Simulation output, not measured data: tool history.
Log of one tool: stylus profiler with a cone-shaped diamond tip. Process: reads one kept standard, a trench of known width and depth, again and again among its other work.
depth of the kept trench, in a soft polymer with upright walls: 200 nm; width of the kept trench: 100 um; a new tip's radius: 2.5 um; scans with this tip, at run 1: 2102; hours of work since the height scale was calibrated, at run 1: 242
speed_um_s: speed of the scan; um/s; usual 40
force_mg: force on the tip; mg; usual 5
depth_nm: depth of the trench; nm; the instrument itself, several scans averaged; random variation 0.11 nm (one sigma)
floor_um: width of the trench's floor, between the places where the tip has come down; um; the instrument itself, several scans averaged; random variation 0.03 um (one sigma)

run   hour  speed_um_s  force_mg  scans with this tip  hours of work since the height scale was calibrated  depth_nm  floor_um
  1      0          40         5                 2102                                                  242    204.33     97.78
  2   18.3          40         5                 2178                                                  251    204.15     97.77
  3   45.3          40      2.75                 2291                                                  264    202.94     97.72
  4   62.7          40      2.24                 2364                                                  273    202.59     97.65
  5     90          17      2.24                 2478                                                  286    202.89     97.77
  6  104.3          40         5                 2538                                                  293    204.21     97.71
  7  118.6          40         5                 2598                                                  300    204.14     97.69
  8  137.6          40         5                 2677                                                  309    204.19     97.72
  9  163.6         106         5                 2786                                                  321    204.33     97.54
 10  189.7         106         5                 2895                                                  334    204.38     97.49
 11    212         106         5                 2988                                                  345    204.27     97.51
 12  234.6          12         5                 3083                                                  355    204.37     97.78
 13  262.2          12         5                 3198                                                  369    204.09     97.76
 14  277.2          40         5                 3261                                                  376    204.29     97.65
 15  289.4          40         5                 3312                                                  382    204.39     97.67
 16  313.8          40         5                 3414                                                  394    204.37     97.64
 17  333.9          40      9.84                 3498                                                  403    206.53     97.73
 18  361.2          40      9.84                 3612                                                  417    206.87     97.66
 19  374.6          40      9.84                 3668                                                  423    206.78     97.66
 20  403.7          40      7.59                 3790                                                  437    205.61     97.69
 21  426.3          40      7.59                 3884                                                  448    205.53     97.66
 22  444.7          40      7.59                 3962                                                  457    205.54      97.7
 23  462.6          40      7.59                 4036                                                  465     205.6     97.66
 24  483.8          40      7.59                 4125                                                  476    205.57     97.65
 25  500.2          40      2.57                 4194                                                  484     202.9     97.55
 26  519.1          53      7.42                 4273                                                  493    205.42     97.66
 27  546.1          53     12.63                 4386                                                  506    207.59     97.65
 28  561.6          95      2.17                 4451                                                  513    202.68     97.29
 29  586.5          95      2.17                 4555                                                  525    202.79     97.28
 30    604          95      2.17                 4628                                                  534    202.78     97.27
 31  624.8          20      1.87                 4715                                                  544     202.3     97.56
 32  646.5          46      2.23                 4805                                                  554     202.8     97.49
     648.4  -- height scale calibrated on a step standard
 33  665.9          46      2.23                 4885                                                    8    202.86     97.48
 34  690.4          46      2.23                 4987                                                   20    202.79     97.44
 35  715.6          10      4.73                 5092                                                   32    204.52     97.62
 36  738.8          10      4.73                 5190                                                   44    204.46     97.63
 37  758.1          25      2.52                 5270                                                   53    203.33     97.59
 38  778.1         110      2.91                 5354                                                   63    203.41     97.21
       782  -- height scale calibrated on a step standard, once more
 39  796.8          13     13.13                 5430                                                    7    207.78     97.56
 40  811.9          98      3.23                 5493                                                   14    202.87     97.21
 41  838.9         109      1.74                 5606                                                   27    201.75     97.11
 42  856.6          93      7.33                 5680                                                   36    205.17     97.41
 43  868.6          89      7.33                 5730                                                   42     205.1     97.44
 44  884.8          90      6.01                 5798                                                   50    204.47     97.38
 45  905.3          90      6.01                 5884                                                   59    204.35     97.43
 46  931.2          90      6.01                 5992                                                   72    204.51     97.43
 47  948.4          61      8.27                 6064                                                   80    205.55      97.5

How the hidden state differs across the entries between the runs, from the last listed run before each to the first after it:
Between runs 32 and 33: height scale calibrated on a step standard (hour 648.4)
  radius of the tip, um: 3.42 -> 3.43; height scale over the true one, %: 0.219 -> 0.325
  measured less the result without the state, depth_nm: +0.44 -> +0.66 nm; floor_um: -0.34 -> -0.35 um
Between runs 38 and 39: height scale calibrated on a step standard, once more (hour 782)
  radius of the tip, um: 3.53 -> 3.54; height scale over the true one, %: 0.346 -> -0.05
  measured less the result without the state, depth_nm: +0.7 -> -0.1 nm; floor_um: -0.39 -> -0.39 um
